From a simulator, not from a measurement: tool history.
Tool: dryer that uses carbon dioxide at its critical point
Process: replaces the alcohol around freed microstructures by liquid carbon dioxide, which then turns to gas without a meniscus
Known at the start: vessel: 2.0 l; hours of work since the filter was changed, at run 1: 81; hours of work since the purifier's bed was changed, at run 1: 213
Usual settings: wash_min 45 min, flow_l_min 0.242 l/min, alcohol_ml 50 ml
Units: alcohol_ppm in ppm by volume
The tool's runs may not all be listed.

| run | hour | wash_min | flow_l_min | alcohol_ml | hours of work since the filter was changed | hours of work since the purifier's bed was changed | alcohol_ppm |
|---|---|---|---|---|---|---|---|
| 1 | 0.0 | 45 | 0.242 | 50 | 81 | 213 | 326 |
| 2 | 7.2 | 45 | 0.242 | 24 | 87 | 219 | 168 |
| 3 | 17.4 | 45 | 0.242 | 24 | 95 | 227 | 174 |
| 4 | 32.0 | 45 | 0.242 | 24 | 107 | 239 | 171 |
| 5 | 42.5 | 45 | 0.242 | 50 | 115 | 247 | 336 |
| 6 | 51.6 | 45 | 0.242 | 50 | 122 | 254 | 329 |
| 7 | 59.2 | 45 | 0.242 | 50 | 128 | 260 | 335 |
| 8 | 69.6 | 45 | 0.242 | 50 | 137 | 269 | 345 |
| 9 | 79.9 | 45 | 0.242 | 72 | 145 | 277 | 475 |
| 10 | 87.3 | 45 | 0.242 | 72 | 151 | 282 | 481 |
| 11 | 95.4 | 45 | 0.242 | 72 | 157 | 289 | 472 |
| 12 | 102.4 | 61 | 0.242 | 50 | 163 | 294 | 102 |
| 13 | 118.0 | 61 | 0.242 | 50 | 175 | 307 | 98 |
| 14 | 126.0 | 45 | 0.178 | 50 | 181 | 313 | 1036 |
| 15 | 139.9 | 45 | 0.178 | 50 | 192 | 324 | 1036 |
| 16 | 148.8 | 39 | 0.178 | 50 | 199 | 331 | 1610 |
| 17 | 163.0 | 39 | 0.178 | 50 | 210 | 342 | 1634 |
| 18 | 173.6 | 39 | 0.178 | 50 | 219 | 351 | 1632 |
| 19 | 187.3 | 39 | 0.178 | 50 | 230 | 362 | 1639 |
| 20 | 203.4 | 39 | 0.178 | 50 | 243 | 374 | 1670 |
| 21 | 212.6 | 39 | 0.178 | 50 | 250 | 382 | 1664 |
| 22 | 220.1 | 45 | 0.242 | 50 | 256 | 388 | 401 |
| 23 | 228.9 | 45 | 0.242 | 50 | 263 | 395 | 404 |
| 24 | 236.0 | 55 | 0.321 | 98 | 268 | 400 | 99 |
| 25 | 249.4 | 45 | 0.152 | 74 | 279 | 411 | 2616 |
| 26 | 262.5 | 45 | 0.152 | 74 | 289 | 421 | 2659 |
| 27 | 277.9 | 36 | 0.258 | 36 | 301 | 433 | 562 |
| 28 | 288.0 | 58 | 0.350 | 22 | 310 | 441 | 58 |
| 29 | 301.3 | 58 | 0.350 | 22 | 320 | 452 | 56 |
| 30 | 316.5 | 58 | 0.350 | 22 | 332 | 464 | 57 |
| 31 | 331.1 | 54 | 0.306 | 33 | 344 | 476 | 87 |
| 32 | 347.2 | 31 | 0.242 | 50 | 356 | 488 | 1432 |
| 33 | 358.5 | 35 | 0.374 | 66 | 365 | 497 | 288 |
| 34 | 372.3 | 35 | 0.374 | 66 | 376 | 508 | 302 |
| 35 | 384.6 | 35 | 0.374 | 66 | 386 | 518 | 304 |
| 36 | 394.0 | 35 | 0.215 | 21 | 393 | 525 | 676 |
| 37 | 404.9 | 35 | 0.215 | 21 | 402 | 534 | 658 |
|  | 417.5 | inlet filter changed |
| 38 | 417.5 | 35 | 0.215 | 21 | 0 | 543 | 502 |
| 39 | 426.0 | 35 | 0.199 | 36 | 7 | 550 | 1025 |
| 40 | 442.8 | 45 | 0.306 | 64 | 20 | 563 | 163 |
| 41 | 457.4 | 45 | 0.288 | 50 | 32 | 575 | 178 |
| 42 | 465.5 | 58 | 0.275 | 31 | 38 | 581 | 86 |
| 43 | 478.3 | 58 | 0.157 | 31 | 48 | 591 | 418 |
| 44 | 492.7 | 56 | 0.166 | 25 | 60 | 603 | 322 |
| 45 | 509.7 | 27 | 0.273 | 52 | 73 | 616 | 1307 |
| 46 | 524.9 | 27 | 0.273 | 52 | 85 | 628 | 1328 |

Difference, measured minus no-hidden-state, one row per run. Run-to-run variation is common to both terms; the gauge's own scatter need not be:
Hidden state at play: flow that reaches the vessel past the clogged filter, %; alcohol in the recycled carbon dioxide, ppm; drift of the gauge itself on alcohol_ppm, %.
| run | alcohol_ppm |
|---|---|
| 1 | +62 |
| 2 | +43 |
| 3 | +45 |
| 4 | +49 |
| 5 | +75 |
| 6 | +77 |
| 7 | +80 |
| 8 | +85 |
| 9 | +114 |
| 10 | +116 |
| 11 | +119 |
| 12 | +50 |
| 13 | +50 |
| 14 | +200 |
| 15 | +209 |
| 16 | +284 |
| 17 | +300 |
| 18 | +309 |
| 19 | +319 |
| 20 | +340 |
| 21 | +345 |
| 22 | +144 |
| 23 | +144 |
| 24 | +64 |
| 25 | +565 |
| 26 | +589 |
| 27 | +189 |
| 28 | +49 |
| 29 | +49 |
| 30 | +53 |
| 31 | +65 |
| 32 | +416 |
| 33 | +151 |
| 34 | +160 |
| 35 | +164 |
| 36 | +233 |
| 37 | +232 |
| 38 | +61 |
| 39 | +69 |
| 40 | +64 |
| 41 | +68 |
| 42 | +64 |
| 43 | +82 |
| 44 | +81 |
| 45 | +138 |
| 46 | +153 |
